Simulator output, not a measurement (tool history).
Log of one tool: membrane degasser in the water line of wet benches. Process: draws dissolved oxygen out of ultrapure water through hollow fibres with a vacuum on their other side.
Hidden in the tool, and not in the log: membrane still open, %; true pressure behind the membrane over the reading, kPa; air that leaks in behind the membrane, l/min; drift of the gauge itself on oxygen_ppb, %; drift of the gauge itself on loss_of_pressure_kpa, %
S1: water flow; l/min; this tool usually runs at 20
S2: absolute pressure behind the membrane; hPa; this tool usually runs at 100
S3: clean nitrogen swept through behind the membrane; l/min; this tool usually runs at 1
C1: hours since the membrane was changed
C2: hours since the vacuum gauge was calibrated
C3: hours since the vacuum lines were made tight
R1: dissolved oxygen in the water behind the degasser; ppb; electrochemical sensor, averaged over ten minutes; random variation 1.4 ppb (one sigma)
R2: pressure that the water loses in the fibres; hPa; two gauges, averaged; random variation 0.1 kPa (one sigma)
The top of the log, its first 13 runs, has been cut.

| run | hour | S1 | S2 | S3 | C1 | C2 | C3 | R1 | R2 |
|---|---|---|---|---|---|---|---|---|---|
|  | 1513.1 | vacuum gauge calibrated, once more |
| 14 | 1663.9 | 20 | 100 | 0.92 | 6698 | 151 | 5480 | 366.2 | 275.1 |
| 15 | 1744.1 | 20 | 100 | 0.92 | 6779 | 231 | 5560 | 365.3 | 276.5 |
| 16 | 1836.6 | 31 | 100 | 0.92 | 6871 | 323 | 5652 | 689.5 | 425.7 |
| 17 | 1972.1 | 16 | 100 | 1 | 7007 | 459 | 5788 | 260.6 | 220.5 |
| 18 | 2116.6 | 27 | 206 | 1 | 7151 | 603 | 5932 | 1046.5 | 371 |
| 19 | 2245.6 | 18 | 179 | 0.69 | 7280 | 732 | 6061 | 796.4 | 249 |
| 20 | 2327.3 | 15 | 134 | 0.73 | 7362 | 814 | 6143 | 463.9 | 207.1 |
| 21 | 2500.4 | 20 | 100 | 0.55 | 7535 | 987 | 6316 | 529.8 | 276.6 |
| 22 | 2635.2 | 20 | 100 | 0.41 | 7670 | 1122 | 6451 | 644.6 | 275.2 |
| 23 | 2758 | 20 | 100 | 0.41 | 7792 | 1245 | 6574 | 640.8 | 276.4 |
| 24 | 2829.9 | 20 | 100 | 0.41 | 7864 | 1317 | 6646 | 645.6 | 276.8 |
| 25 | 2991 | 28 | 112 | 1.86 | 8026 | 1478 | 6807 | 455 | 387.2 |
| 26 | 3094.8 | 28 | 112 | 1.86 | 8129 | 1582 | 6910 | 451.2 | 388.5 |
| 27 | 3253.3 | 25 | 100 | 0.54 | 8288 | 1740 | 7069 | 687.6 | 346.6 |
| 28 | 3340.8 | 23 | 163 | 1 | 8375 | 1828 | 7156 | 711 | 320.2 |
| 29 | 3411.7 | 23 | 157 | 0.85 | 8446 | 1899 | 7227 | 767.5 | 319.6 |
| 30 | 3483.6 | 23 | 202 | 1 | 8518 | 1971 | 7299 | 874 | 320.2 |
| 31 | 3639.7 | 30 | 202 | 0.64 | 8674 | 2127 | 7455 | 1526 | 415.8 |

Forecast run 32:
| 32 | 3716.7 | 15 | 100 | 1.41 | 8751 | 2204 | 7532 | ? | ? |

For run 32 the tool returned R1 185.7 ppb, R2 208.3 hPa.
Had the tool carried no hidden state, the very same run would have given R1 177.8 ppb, R2 201.3 hPa.

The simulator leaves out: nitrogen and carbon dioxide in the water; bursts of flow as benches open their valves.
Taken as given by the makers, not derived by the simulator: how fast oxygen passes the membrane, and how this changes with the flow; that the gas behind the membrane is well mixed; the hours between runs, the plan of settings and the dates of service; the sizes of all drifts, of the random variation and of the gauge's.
